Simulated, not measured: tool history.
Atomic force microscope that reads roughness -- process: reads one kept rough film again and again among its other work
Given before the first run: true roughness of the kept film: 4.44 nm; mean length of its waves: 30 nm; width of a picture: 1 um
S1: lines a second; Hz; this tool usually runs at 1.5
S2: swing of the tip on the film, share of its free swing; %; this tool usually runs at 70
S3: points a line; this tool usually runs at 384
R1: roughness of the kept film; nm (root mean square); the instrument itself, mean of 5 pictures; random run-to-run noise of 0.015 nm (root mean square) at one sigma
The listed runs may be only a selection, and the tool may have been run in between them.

Run 1, hour 0: usual settings. Result: R1 3.695 nm (root mean square).
Run 2, hour 6.7: usual settings. Result: R1 3.721 nm (root mean square).
Run 3, hour 10.5: usual settings. Result: R1 3.68 nm (root mean square).
Run 4, hour 14.7: usual settings but S3 793. Result: R1 3.707 nm (root mean square).
At hour 15.8: new tip fitted.
Run 5, hour 22.5: usual settings but S3 261. Result: R1 3.668 nm (root mean square).
Run 6, hour 30.8: usual settings but S3 261. Result: R1 3.668 nm (root mean square).
Run 7, hour 36.4: usual settings but S3 261. Result: R1 3.675 nm (root mean square).
Run 8, hour 40.5: usual settings but S3 261. Result: R1 3.692 nm (root mean square).
Run 9, hour 49.7: usual settings but S2 71 %. Result: R1 3.694 nm (root mean square).
Run 10, hour 54.7: usual settings but S2 71 %. Result: R1 3.683 nm (root mean square).
Run 11, hour 59: usual settings but S2 71 %. Result: R1 3.686 nm (root mean square).
Run 12, hour 64.8: usual settings but S2 71 %. Result: R1 3.656 nm (root mean square).
Run 13, hour 71.6: usual settings but S2 71 %. Result: R1 3.699 nm (root mean square).
Run 14, hour 76.9: usual settings but S2 71 %. Result: R1 3.685 nm (root mean square).
Run 15, hour 81.3: usual settings but S2 86 %. Result: R1 3.482 nm (root mean square).
Run 16, hour 86.5: usual settings but S2 61 %. Result: R1 3.772 nm (root mean square).
At hour 92.1: new tip fitted.
Run 17, hour 93.6: usual settings but S2 61 %. Result: R1 3.761 nm (root mean square).
Run 18, hour 98.9: usual settings but S2 61 %. Result: R1 3.768 nm (root mean square).
Run 19, hour 108.1: usual settings but S2 61 %. Result: R1 3.768 nm (root mean square).
Run 20, hour 117.3: usual settings but S3 510. Result: R1 3.681 nm (root mean square).
Run 21, hour 126.4: usual settings but S3 510. Result: R1 3.709 nm (root mean square).
Run 22, hour 133.7: usual settings but S3 510. Result: R1 3.706 nm (root mean square).
Run 23, hour 139.8: usual settings but S2 79 %, S3 393. Result: R1 3.568 nm (root mean square).
Run 24, hour 145.3: usual settings but S2 79 %, S3 393. Result: R1 3.598 nm (root mean square).
Run 25, hour 154.3: usual settings but S1 1.95 Hz, S2 68 %, S3 604. Result: R1 3.685 nm (root mean square).
Run 26, hour 161.1: usual settings but S1 1.95 Hz, S2 59 %, S3 604. Result: R1 3.75 nm (root mean square).
At hour 168.4: new tip fitted.
Run 27, hour 169.3: usual settings but S1 1.95 Hz, S2 59 %, S3 462. Result: R1 3.8 nm (root mean square).
Run 28, hour 175.9: usual settings but S2 69 %, S3 411. Result: R1 3.712 nm (root mean square).
Run 29, hour 183.1: usual settings but S1 2.19 Hz, S2 63 %, S3 557. Result: R1 3.731 nm (root mean square).
Run 30, hour 191.3: usual settings but S1 1.26 Hz, S2 85 %, S3 284. Result: R1 3.512 nm (root mean square).
Run 31, hour 200.4: usual settings but S1 0.74 Hz, S2 61 %, S3 622. Result: R1 3.824 nm (root mean square).
Run 32, hour 205.2: usual settings but S1 0.74 Hz, S2 61 %, S3 622. Result: R1 3.829 nm (root mean square).
Run 33, hour 212: usual settings but S2 63 %, S3 875. Result: R1 3.806 nm (root mean square).
Run 34, hour 218.6: usual settings but S2 63 %, S3 875. Result: R1 3.784 nm (root mean square).
Run 35, hour 227.4: usual settings but S2 90 %, S3 273. Result: R1 3.407 nm (root mean square).
Run 36, hour 234.7: usual settings but S2 90 %, S3 273. Result: R1 3.378 nm (root mean square).
Run 37, hour 243.1: usual settings but S3 433. Result: R1 3.676 nm (root mean square).
At hour 244.8: new tip fitted.
Run 38, hour 249.6: usual settings but S3 433. Result: R1 3.721 nm (root mean square).
Run 39, hour 253.9: usual settings but S2 60 %, S3 678. Result: R1 3.79 nm (root mean square).
Run 40, hour 258.8: usual settings but S3 548. Result: R1 3.721 nm (root mean square).
Run 41, hour 263: usual settings but S2 79 %, S3 760. Result: R1 3.606 nm (root mean square).
Run 42, hour 271.5: usual settings but S2 79 %, S3 760. Result: R1 3.644 nm (root mean square).
Run 43, hour 277.1: usual settings but S1 1.21 Hz, S2 56 %, S3 368. Result: R1 3.814 nm (root mean square).

Alternative continuations, all from the tool just after run 43; predict every row:
Run A, hour 281.2: usual settings but S1 0.65 Hz, S3 862. Result: R1 ?.
Run B, hour 281.2: usual settings but S1 2.34 Hz, S2 56 %, S3 682. Result: R1 ?.
Run C, hour 281.2: usual settings but S1 0.77 Hz, S2 55 %, S3 845. Result: R1 ?.
Run D, hour 281.2: usual settings but S1 3.16 Hz. Result: R1 ?.

run     R1
  A  3.799
  B  3.795
  C  3.878
  D  3.522
Had the tool no hidden state, the same runs would have come out as:
run     R1
  A  3.803
  B  3.799
  C  3.882
  D  3.525
